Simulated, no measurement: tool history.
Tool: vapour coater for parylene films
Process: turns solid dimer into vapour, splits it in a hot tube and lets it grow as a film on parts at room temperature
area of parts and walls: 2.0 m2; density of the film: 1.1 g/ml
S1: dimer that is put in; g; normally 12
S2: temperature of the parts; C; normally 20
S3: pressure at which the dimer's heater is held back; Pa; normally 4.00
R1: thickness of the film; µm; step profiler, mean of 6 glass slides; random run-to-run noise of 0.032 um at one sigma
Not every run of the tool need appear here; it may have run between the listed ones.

run,hour,S1,S2,S3,R1
1,0.0,12,20,4.00,3.00
2,21.9,12,20,4.00,2.98
3,39.5,12,20,4.00,3.12
4,74.1,12,20,4.00,3.06
5,110.8,12,20,4.00,3.09
6,137.3,12,20,4.00,3.07
7,179.1,17,20,4.00,4.30
8,201.8,12,20,4.00,3.09
9,226.6,8,20,4.00,2.06
10,254.8,12,12,4.00,3.53
11,274.4,12,20,2.24,3.36
12,301.1,12,20,4.00,3.10
13,318.1,12,20,4.24,3.00
14,353.1,12,20,4.24,3.04
15,393.1,12,20,4.00,3.07
16,412.4,12,20,4.00,3.10
17,452.6,12,20,4.00,3.10
18,479.5,12,20,4.00,3.08
19,503.1,12,20,4.00,3.07
20,525.7,12,20,4.00,3.09
21,543.0,12,20,4.00,3.07
22,564.0,12,20,4.00,3.05
23,604.6,12,20,4.00,3.09
24,645.4,7,20,4.00,1.74
25,678.4,5,29,4.00,1.07
26,697.1,5,29,4.00,1.10
27,734.0,12,15,4.00,3.28
28,765.7,21,13,5.11,5.75
29,799.0,21,17,5.11,5.41
30,834.6,21,17,5.11,5.40
31,861.9,8,18,2.39,2.28
32,887.0,12,28,4.00,2.68
33,908.6,13,20,4.85,3.15
34,954.0,13,23,11.00,2.61
35,976.0,6,13,9.20,1.51
36,1015.0,12,21,3.38,3.14
37,1052.3,12,21,3.38,3.07
38,1085.6,7,20,2.59,1.96
39,1116.5,12,14,8.12,3.04
40,1136.6,12,24,5.48,2.67
41,1168.1,17,29,5.87,3.46
42,1201.0,17,29,5.87,3.42
43,1236.1,5,22,2.44,1.34
44,1275.9,5,22,2.44,1.33
45,1312.3,7,17,3.04,1.99
46,1352.5,10,24,3.04,2.45

The log once held 2 entries between its listed runs, left out of this copy. Where does each go, and what is different about the tool's unlogged condition between the listed run before it and the listed run after it?
After run 8, before run 9: trap's valve overhauled (hour 208.4)
  vapour lost through the trap's worn valve, %: 0.4 -> 0.1
After run 33, before run 34: trap's valve overhauled (hour 931.4)
  vapour lost through the trap's worn valve, %: 0.4 -> 0

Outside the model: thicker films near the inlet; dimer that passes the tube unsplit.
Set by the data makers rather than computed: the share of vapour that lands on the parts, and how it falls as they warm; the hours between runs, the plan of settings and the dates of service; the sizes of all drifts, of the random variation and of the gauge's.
